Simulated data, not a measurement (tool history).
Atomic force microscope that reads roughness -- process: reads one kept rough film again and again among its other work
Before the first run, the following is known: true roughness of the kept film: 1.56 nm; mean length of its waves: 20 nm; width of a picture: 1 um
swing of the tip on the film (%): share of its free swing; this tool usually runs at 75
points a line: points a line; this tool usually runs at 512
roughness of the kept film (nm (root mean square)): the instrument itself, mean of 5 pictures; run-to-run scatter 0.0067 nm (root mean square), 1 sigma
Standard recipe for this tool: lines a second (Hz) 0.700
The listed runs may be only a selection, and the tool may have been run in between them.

run   hour  lines a second (Hz)  swing of the tip on the film (%)  points a line  roughness of the kept film (nm (root mean square))
  1    0.0                0.700                                75            512                                               1.025
  2   16.9                0.700                                85            512                                               0.992
  3   25.6                0.700                                85            512                                               0.995
      35.6  -- new tip fitted
  4   42.7                0.700                                85            512                                               1.312
  5   54.2                0.700                                85            512                                               1.294
  6   66.3                0.700                                85            512                                               1.289
  7   83.0                0.621                                85            512                                               1.256
  8  100.8                0.700                                75            512                                               1.263
  9  118.3                0.700                                75            512                                               1.227
 10  131.5                0.700                                75            512                                               1.225
 11  140.2                0.700                                75            512                                               1.204
 12  150.0                0.700                                75            778                                               1.216
 13  165.3                0.700                                75            778                                               1.202
 14  183.8                0.700                                75            778                                               1.184
 15  193.5                0.700                                75            778                                               1.177
 16  212.1                0.646                                75            778                                               1.151
 17  223.1                0.700                                75            512                                               1.129
 18  239.9                0.700                                75            512                                               1.120
 19  252.9                0.700                                75            512                                               1.106
     254.8  -- height scale calibrated on a step standard
 20  272.2                0.700                                75            512                                               1.090
 21  290.5                0.700                                75            570                                               1.084
 22  301.7                0.700                                75            728                                               1.068
 23  310.7                0.700                                75            728                                               1.070
 24  330.1                0.700                                75            728                                               1.055
     337.2  -- height scale calibrated on a step standard, once more
 25  343.1                0.700                                75            728                                               1.057
 26  354.9                0.700                                75            728                                               1.047
 27  373.7                0.700                                75            728                                               1.023
 28  390.9                0.700                                59            535                                               1.032
 29  400.4                0.700                                59            535                                               1.017
     403.7  -- new tip fitted
 30  420.6                2.878                                84           1006                                               1.164
 31  436.6                0.700                                75            723                                               1.317
 32  453.0                0.700                                68            521                                               1.301
 33  466.8                0.531                                88            654                                               1.260
 34  484.0                1.754                                58            597                                               1.264
 35  492.4                1.754                                58            597                                               1.262
 36  501.2                2.616                                75            690                                               1.156
 37  515.8                2.616                                75            690                                               1.156
 38  529.9                2.616                                55            690                                               1.208
 39  538.4                2.034                                75            512                                               1.135
 40  551.1                2.034                                75            512                                               1.127
 41  570.8                2.034                                57            398                                               1.161
 42  581.6                2.034                                57            398                                               1.157
 43  600.2                2.034                                57            477                                               1.142
 44  616.8                2.034                                57            477                                               1.121
 45  625.3                2.356                                57            923                                               1.125
 46  642.0                0.700                                58            512                                               1.124
 47  652.5                1.413                                63            395                                               1.094
 48  664.7                3.239                                69            580                                               1.027
 49  677.8                3.239                                69            580                                               1.014

Forecast each of these 3 alternatives for the next run:
  A  694.1                3.239                                64            580                                                   ?
  B  694.1                3.867                                75            512                                                   ?
  C  694.1                3.239                                76            842                                                   ?

run  roughness of the kept film (nm (root mean square))
  A                                               1.014
  B                                               0.946
  C                                               0.967
Take away the tool's hidden state, keep each run's random variation, and the runs would have read:
run  roughness of the kept film (nm (root mean square))
  A                                               1.301
  B                                               1.213
  C                                               1.240
